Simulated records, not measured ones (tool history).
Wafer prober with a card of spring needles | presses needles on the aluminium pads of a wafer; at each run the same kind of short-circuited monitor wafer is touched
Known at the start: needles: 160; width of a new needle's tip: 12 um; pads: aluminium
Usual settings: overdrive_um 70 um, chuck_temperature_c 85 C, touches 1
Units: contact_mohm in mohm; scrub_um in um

run,hour,overdrive_um,chuck_temperature_c,touches,contact_mohm,scrub_um
1,0,70,85,1,264,18.23
# hour 6: tips cleaned on abrasive film
2,8.9,70,85,1,279,18.24
# hour 16.9: tips cleaned on abrasive film
3,19.2,70,85,1,259,18.28
4,23.7,70,85,1,265,18.1
# hour 27.8: tips cleaned on abrasive film
5,28.9,70,85,1,259,18.15
# hour 35.6: tips cleaned on abrasive film, once more
6,38.4,70,85,2,254,18.12
# hour 46.9: tips cleaned on abrasive film
7,47.8,70,85,2,252,18.05
8,54.3,60,70,3,257,15.51
# hour 57.6: tips cleaned on abrasive film
9,64,60,70,3,253,15.44
# hour 68.4: tips cleaned on abrasive film
10,73.2,70,50,1,255,18.22
# hour 79.6: tips cleaned on abrasive film
11,80.5,70,50,1,242,17.97
12,86.8,70,50,1,258,17.97
# hour 90.4: tips cleaned on abrasive film
13,92.3,52,48,2,246,13.06

Forecast each of these 3 alternatives for the next run:
A,99.4,50,48,2,?,?
B,99.4,52,48,2,?,?
C,99.4,62,63,1,?,?

run,contact_mohm,scrub_um
A,262,12.65
B,258,13.32
C,267,15.71
Without the tool's hidden state the same runs would have given:
run,contact_mohm,scrub_um
A,246,13.23
B,243,13.9
C,247,16.29
